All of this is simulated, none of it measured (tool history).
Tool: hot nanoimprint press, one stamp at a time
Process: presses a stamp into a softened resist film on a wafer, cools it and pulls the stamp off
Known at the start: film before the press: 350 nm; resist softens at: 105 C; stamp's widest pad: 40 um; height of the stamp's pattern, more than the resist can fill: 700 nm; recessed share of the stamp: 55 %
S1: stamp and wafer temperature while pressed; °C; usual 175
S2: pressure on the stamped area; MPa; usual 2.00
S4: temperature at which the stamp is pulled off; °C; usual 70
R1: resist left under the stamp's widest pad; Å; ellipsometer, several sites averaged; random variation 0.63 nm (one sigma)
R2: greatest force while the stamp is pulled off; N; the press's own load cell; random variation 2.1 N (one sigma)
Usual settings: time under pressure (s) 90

{"run": 1, "hour": 0.0, "S1": 175, "S2": 2.0, "time under pressure (s)": 90, "S4": 70, "R1": 1645, "R2": 102}
{"hour": 7.0, "done": "stamp cleaned and given a new release coat"}
{"run": 2, "hour": 13.6, "S1": 175, "S2": 2.78, "time under pressure (s)": 90, "S4": 70, "R1": 1359, "R2": 102}
{"run": 3, "hour": 20.2, "S1": 175, "S2": 2.78, "time under pressure (s)": 105, "S4": 70, "R1": 1301, "R2": 103}
{"run": 4, "hour": 27.2, "S1": 175, "S2": 2.78, "time under pressure (s)": 105, "S4": 70, "R1": 1305, "R2": 103}
{"run": 5, "hour": 32.3, "S1": 183, "S2": 2.0, "time under pressure (s)": 90, "S4": 70, "R1": 1143, "R2": 95}
{"run": 6, "hour": 37.9, "S1": 183, "S2": 2.0, "time under pressure (s)": 66, "S4": 70, "R1": 1295, "R2": 100}
{"run": 7, "hour": 45.4, "S1": 183, "S2": 2.0, "time under pressure (s)": 66, "S4": 70, "R1": 1290, "R2": 101}
{"run": 8, "hour": 54.9, "S1": 183, "S2": 2.0, "time under pressure (s)": 66, "S4": 70, "R1": 1289, "R2": 100}
{"run": 9, "hour": 62.5, "S1": 183, "S2": 2.0, "time under pressure (s)": 66, "S4": 70, "R1": 1297, "R2": 100}
{"run": 10, "hour": 72.0, "S1": 183, "S2": 2.0, "time under pressure (s)": 113, "S4": 70, "R1": 1067, "R2": 101}
{"run": 11, "hour": 77.7, "S1": 183, "S2": 2.0, "time under pressure (s)": 113, "S4": 70, "R1": 1064, "R2": 102}
{"run": 12, "hour": 85.2, "S1": 175, "S2": 1.52, "time under pressure (s)": 90, "S4": 70, "R1": 1920, "R2": 102}
{"run": 13, "hour": 94.0, "S1": 175, "S2": 2.0, "time under pressure (s)": 82, "S4": 70, "R1": 1728, "R2": 100}
{"run": 14, "hour": 99.0, "S1": 175, "S2": 2.0, "time under pressure (s)": 82, "S4": 70, "R1": 1712, "R2": 102}
{"run": 15, "hour": 104.5, "S1": 175, "S2": 2.71, "time under pressure (s)": 90, "S4": 70, "R1": 1409, "R2": 97}
{"run": 16, "hour": 109.5, "S1": 179, "S2": 3.17, "time under pressure (s)": 90, "S4": 70, "R1": 1068, "R2": 101}
{"run": 17, "hour": 116.0, "S1": 179, "S2": 3.17, "time under pressure (s)": 90, "S4": 70, "R1": 1063, "R2": 100}
{"run": 18, "hour": 120.7, "S1": 165, "S2": 3.17, "time under pressure (s)": 146, "S4": 70, "R1": 1810, "R2": 102}
{"run": 19, "hour": 128.2, "S1": 179, "S2": 2.0, "time under pressure (s)": 165, "S4": 70, "R1": 1123, "R2": 103}
{"hour": 132.0, "done": "gauge calibrated"}
{"hour": 140.1, "done": "stamp cleaned and given a new release coat"}
{"run": 20, "hour": 143.3, "S1": 175, "S2": 2.0, "time under pressure (s)": 134, "S4": 76, "R1": 1436, "R2": 89}
{"run": 21, "hour": 150.7, "S1": 175, "S2": 1.95, "time under pressure (s)": 90, "S4": 70, "R1": 1658, "R2": 101}
{"run": 22, "hour": 154.8, "S1": 171, "S2": 1.26, "time under pressure (s)": 57, "S4": 71, "R1": 2660, "R2": 99}
{"run": 23, "hour": 161.3, "S1": 175, "S2": 2.43, "time under pressure (s)": 88, "S4": 70, "R1": 1489, "R2": 102}
{"run": 24, "hour": 166.0, "S1": 168, "S2": 2.43, "time under pressure (s)": 114, "S4": 61, "R1": 1906, "R2": 115}
{"run": 25, "hour": 173.0, "S1": 170, "S2": 2.0, "time under pressure (s)": 90, "S4": 70, "R1": 2062, "R2": 100}
{"run": 26, "hour": 177.2, "S1": 170, "S2": 2.0, "time under pressure (s)": 90, "S4": 70, "R1": 2065, "R2": 102}
{"run": 27, "hour": 184.7, "S1": 170, "S2": 2.0, "time under pressure (s)": 146, "S4": 67, "R1": 1784, "R2": 102}
{"run": 28, "hour": 192.2, "S1": 172, "S2": 2.0, "time under pressure (s)": 146, "S4": 69, "R1": 1622, "R2": 99}
{"run": 29, "hour": 197.4, "S1": 183, "S2": 1.42, "time under pressure (s)": 115, "S4": 78, "R1": 1289, "R2": 90}

4 ways to go on from here, each from the tool as it stands after run 29. What would each give?
{"run": "A", "hour": 203.2, "S1": 175, "S2": 1.23, "time under pressure (s)": 46, "S4": 69, "R1": "?", "R2": "?"}
{"run": "B", "hour": 203.2, "S1": 168, "S2": 1.42, "time under pressure (s)": 115, "S4": 78, "R1": "?", "R2": "?"}
{"run": "C", "hour": 203.2, "S1": 175, "S2": 2.0, "time under pressure (s)": 50, "S4": 70, "R1": "?", "R2": "?"}
{"run": "D", "hour": 203.2, "S1": 179, "S2": 2.0, "time under pressure (s)": 158, "S4": 70, "R1": "?", "R2": "?"}

run=A R1=2521 R2=102
run=B R1=2423 R2=90
run=C R1=1981 R2=99
run=D R1=1130 R2=100
Without the tool's hidden state the same runs would have given:
run=A R1=2500 R2=102
run=B R1=2403 R2=90
run=C R1=1964 R2=98
run=D R1=1121 R2=99
